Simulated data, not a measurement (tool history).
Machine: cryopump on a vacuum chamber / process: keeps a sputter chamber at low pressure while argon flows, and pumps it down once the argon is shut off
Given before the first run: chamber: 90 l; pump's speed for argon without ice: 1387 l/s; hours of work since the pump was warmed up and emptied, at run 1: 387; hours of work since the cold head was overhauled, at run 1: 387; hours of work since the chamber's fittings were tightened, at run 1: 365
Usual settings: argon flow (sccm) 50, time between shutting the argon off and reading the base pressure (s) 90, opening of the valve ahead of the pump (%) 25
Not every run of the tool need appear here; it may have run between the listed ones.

run  hour  argon flow (sccm)  time between shutting the argon off and reading the base pressure (s)  opening of the valve ahead of the pump (%)  hours of work since the pump was warmed up and emptied  hours of work since the cold head was overhauled  hours of work since the chamber's fittings were tightened  pressure while argon flows (Pa)  pressure after the wait (uPa)
  1   0.0                 50                                                                     90                                          25                                                     387                                               387                                                        365                           0.2532                           1.18
  2  20.3                 50                                                                     90                                          25                                                     402                                               402                                                        379                           0.2516                           1.18
  3  44.5                 50                                                                     90                                          32                                                     419                                               419                                                        397                           0.1989                           1.23
  4  56.7                 50                                                                     90                                          25                                                     428                                               428                                                        406                           0.2530                           1.16
  5  74.1                 32                                                                     90                                          25                                                     441                                               441                                                        419                           0.1621                           1.26
  6  98.1                 32                                                                     90                                          25                                                     459                                               459                                                        436                           0.1629                           1.24

Run 7 comes next. What will it give?
  7  121.3                 32                                                                     90                                          31                                                     475                                               475                                                        453                                ?                              ?

{"run 7": {"pressure while argon flows (Pa)": 0.1324, "pressure after the wait (uPa)": 1.22}}
Minus the tool's unlogged condition, the same run would have read pressure while argon flows (Pa) 0.1258, pressure after the wait (uPa) 0.97.
